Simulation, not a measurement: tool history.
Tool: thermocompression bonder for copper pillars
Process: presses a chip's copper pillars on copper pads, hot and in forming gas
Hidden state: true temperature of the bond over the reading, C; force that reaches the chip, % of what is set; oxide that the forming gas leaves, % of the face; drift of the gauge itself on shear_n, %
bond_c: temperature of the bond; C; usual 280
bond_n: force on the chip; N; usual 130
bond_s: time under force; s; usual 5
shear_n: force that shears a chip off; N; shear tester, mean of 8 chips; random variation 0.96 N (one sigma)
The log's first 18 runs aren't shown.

run	day	bond_c	bond_n	bond_s	hours of work since the heater was calibrated	hours of work since the force cell was calibrated	hours of work since the gas filter was changed	shear_n
19	5.517	280	130	5	308	282	174	75.7
20	5.708	280	130	5	311	285	177	74.8
21	5.908	302	80	5	314	288	180	64.5
22	6.088	308	122	9	316	290	182	109.2
23	6.304	294	81	5	319	293	185	57.6
24	6.508	294	81	15	322	296	188	83.5
25	6.846	294	81	15	327	301	193	81.6
26	7.088	276	114	3	330	304	196	50.3
27	7.333	250	130	5	334	308	200	47.7
28	7.575	250	127	3	337	311	203	36.7
29	7.796	250	127	3	341	315	206	37.9
30	8.000	281	179	4	343	318	209	90.2
31	8.288	281	179	4	348	322	213	89.8
32	8.708	281	179	4	354	328	219	91.6
33	8.938	283	130	5	357	331	223	76.4
34	9.283	283	134	13	362	336	228	101.7
35	9.504	293	167	13	365	339	231	122.8
36	9.817	278	130	3	369	343	235	60.3
37	10.004	278	130	3	372	346	238	60.4
# day 10.358: forming gas filter changed
38	10.358	251	130	5	377	351	0	48.8
39	10.712	291	95	13	382	356	5	90.8

The next listed run, before its measurement:
40	11.058	277	93	13	387	361	10	?

{"run 40": {"shear_n": 76.9}}
Without the tool's hidden state the same run would have given shear_n 82.5 N.

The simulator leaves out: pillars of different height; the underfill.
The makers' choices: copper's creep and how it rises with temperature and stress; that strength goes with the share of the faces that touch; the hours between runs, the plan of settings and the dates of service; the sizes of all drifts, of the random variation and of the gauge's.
